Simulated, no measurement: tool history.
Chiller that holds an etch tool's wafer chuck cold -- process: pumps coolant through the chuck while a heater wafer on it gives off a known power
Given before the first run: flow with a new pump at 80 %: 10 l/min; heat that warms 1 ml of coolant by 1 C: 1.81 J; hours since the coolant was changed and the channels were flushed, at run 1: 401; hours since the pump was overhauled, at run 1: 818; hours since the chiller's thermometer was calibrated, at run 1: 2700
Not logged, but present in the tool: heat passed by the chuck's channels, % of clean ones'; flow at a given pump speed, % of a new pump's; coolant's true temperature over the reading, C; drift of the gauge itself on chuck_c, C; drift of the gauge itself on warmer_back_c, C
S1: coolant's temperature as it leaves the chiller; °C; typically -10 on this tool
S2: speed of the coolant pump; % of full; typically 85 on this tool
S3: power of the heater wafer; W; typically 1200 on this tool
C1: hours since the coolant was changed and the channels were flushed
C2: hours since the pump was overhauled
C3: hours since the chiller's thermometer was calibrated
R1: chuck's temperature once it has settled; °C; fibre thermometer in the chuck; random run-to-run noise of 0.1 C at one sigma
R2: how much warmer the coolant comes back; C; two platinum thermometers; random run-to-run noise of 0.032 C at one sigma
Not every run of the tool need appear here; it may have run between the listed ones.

| run | hour | S1 | S2 | S3 | C1 | C2 | C3 | R1 | R2 |
|---|---|---|---|---|---|---|---|---|---|
| 1 | 0 | -10 | 85 | 1200 | 401 | 818 | 2700 | -1.2 | 3.74 |
| 2 | 50.7 | -10 | 85 | 1200 | 451 | 869 | 2751 | -1.1 | 3.83 |
| 3 | 95.9 | -10 | 64 | 1200 | 497 | 914 | 2796 | 1.9 | 5.19 |
| 4 | 124.2 | -10 | 64 | 1200 | 525 | 942 | 2824 | 1.8 | 5.18 |
| 5 | 167 | -10 | 64 | 1200 | 568 | 985 | 2867 | 1.8 | 5.15 |
| 6 | 189.1 | -10 | 64 | 1200 | 590 | 1007 | 2889 | 1.6 | 5.18 |
| 7 | 232 | -10 | 85 | 1200 | 633 | 1050 | 2932 | -1.2 | 3.79 |
| 8 | 272.3 | -10 | 85 | 1200 | 673 | 1091 | 2973 | -1 | 3.79 |
| 9 | 320.7 | -10 | 74 | 1200 | 721 | 1139 | 3021 | 0.2 | 4.37 |
| 10 | 348.8 | -10 | 77 | 1200 | 750 | 1167 | 3049 | 0 | 4.21 |
| 11 | 381 | -10 | 77 | 1200 | 782 | 1199 | 3081 | -0.1 | 4.32 |
| 12 | 412.6 | -16 | 77 | 1200 | 813 | 1231 | 3113 | -6.1 | 4.29 |
| 13 | 462.4 | -16 | 77 | 1200 | 863 | 1281 | 3163 | -6.1 | 4.22 |
| 14 | 493.6 | -16 | 77 | 1200 | 894 | 1312 | 3194 | -6.1 | 4.2 |
| 15 | 545.1 | -16 | 67 | 1200 | 946 | 1363 | 3245 | -4.7 | 4.91 |
| 16 | 588.6 | -4 | 85 | 1791 | 989 | 1407 | 3289 | 9.4 | 5.7 |
| 17 | 617.4 | -17 | 93 | 1016 | 1018 | 1436 | 3318 | -10.2 | 2.92 |
| 18 | 657.7 | -16 | 85 | 739 | 1058 | 1476 | 3358 | -10.7 | 2.33 |
| 19 | 705.4 | -16 | 91 | 1038 | 1106 | 1524 | 3406 | -8.9 | 3.14 |
| 20 | 748.4 | -13 | 73 | 1038 | 1149 | 1567 | 3449 | -4.1 | 3.95 |
| 21 | 781.5 | -2 | 73 | 1228 | 1182 | 1600 | 3482 | 8.9 | 4.63 |
| 22 | 804.1 | -10 | 93 | 942 | 1205 | 1622 | 3504 | -3.5 | 2.75 |
| 23 | 830.9 | -1 | 88 | 942 | 1232 | 1649 | 3531 | 6 | 2.95 |
| 24 | 856.5 | -10 | 96 | 862 | 1257 | 1675 | 3557 | -4.3 | 2.39 |

Estimate the outcome of run 25 from the log above:
| 25 | 891.3 | -10 | 96 | 862 | 1292 | 1709 | 3592 | ? | ? |

R1: -4.2 °C
R2: 2.45 C
Were there no unlogged condition in the tool, this run, its random variation unchanged, would have produced R1 -4.3 °C, R2 2.38 C.

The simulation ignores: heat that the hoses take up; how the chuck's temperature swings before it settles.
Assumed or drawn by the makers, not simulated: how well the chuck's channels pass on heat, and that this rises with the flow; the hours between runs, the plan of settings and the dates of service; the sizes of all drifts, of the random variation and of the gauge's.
